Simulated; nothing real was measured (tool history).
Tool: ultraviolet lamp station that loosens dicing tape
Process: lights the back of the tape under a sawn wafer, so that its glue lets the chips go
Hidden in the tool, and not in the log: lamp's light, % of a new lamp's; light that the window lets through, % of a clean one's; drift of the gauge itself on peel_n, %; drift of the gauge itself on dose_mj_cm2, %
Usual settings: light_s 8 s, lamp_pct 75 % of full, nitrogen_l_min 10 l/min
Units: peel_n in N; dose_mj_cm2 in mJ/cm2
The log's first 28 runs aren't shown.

run	hour	light_s	lamp_pct	nitrogen_l_min	hours of work of the lamp	hours of work since the window was cleaned	peel_n	dose_mj_cm2
# hour 1023.2: lamp changed
29	1050.0	8	95	5	19	118	0.583	483
30	1073.1	8	65	11	36	134	0.829	337
31	1098.6	8	95	11	54	153	0.483	480
32	1137.6	7	80	19	81	180	0.665	350
33	1159.9	7	80	19	97	196	0.673	351
34	1197.0	7	80	19	124	223	0.687	350
35	1245.1	9	97	7	158	257	0.477	534
36	1279.7	8	75	4	182	281	0.950	366
37	1313.4	8	75	4	206	305	0.963	360
38	1363.1	6	75	10	242	341	1.111	273
39	1389.6	6	88	3	261	360	1.286	317
40	1440.7	8	87	5	297	396	0.761	408
41	1481.8	10	75	6	326	425	0.646	439
42	1528.8	11	84	5	360	459	0.508	538

Forecast each of these 5 alternatives for the next run:
# hour 1539.6: window cleaned of glue's vapour
A	1574.1	9	96	6	392	25	?	?
# hour 1539.6: window cleaned of glue's vapour
B	1574.1	9	83	11	392	25	?	?
# hour 1539.6: window cleaned of glue's vapour
C	1574.1	9	84	4	392	25	?	?
# hour 1539.6: window cleaned of glue's vapour
D	1574.1	5	65	6	392	25	?	?
# hour 1539.6: window cleaned of glue's vapour
E	1574.1	8	75	6	392	25	?	?

run	peel_n	dose_mj_cm2
A	0.526	520
B	0.558	447
C	0.703	457
D	1.625	196
E	0.869	364
Without the tool's hidden state the same runs would have given:
run	peel_n	dose_mj_cm2
A	0.469	563
B	0.496	484
C	0.627	495
D	1.518	213
E	0.780	394
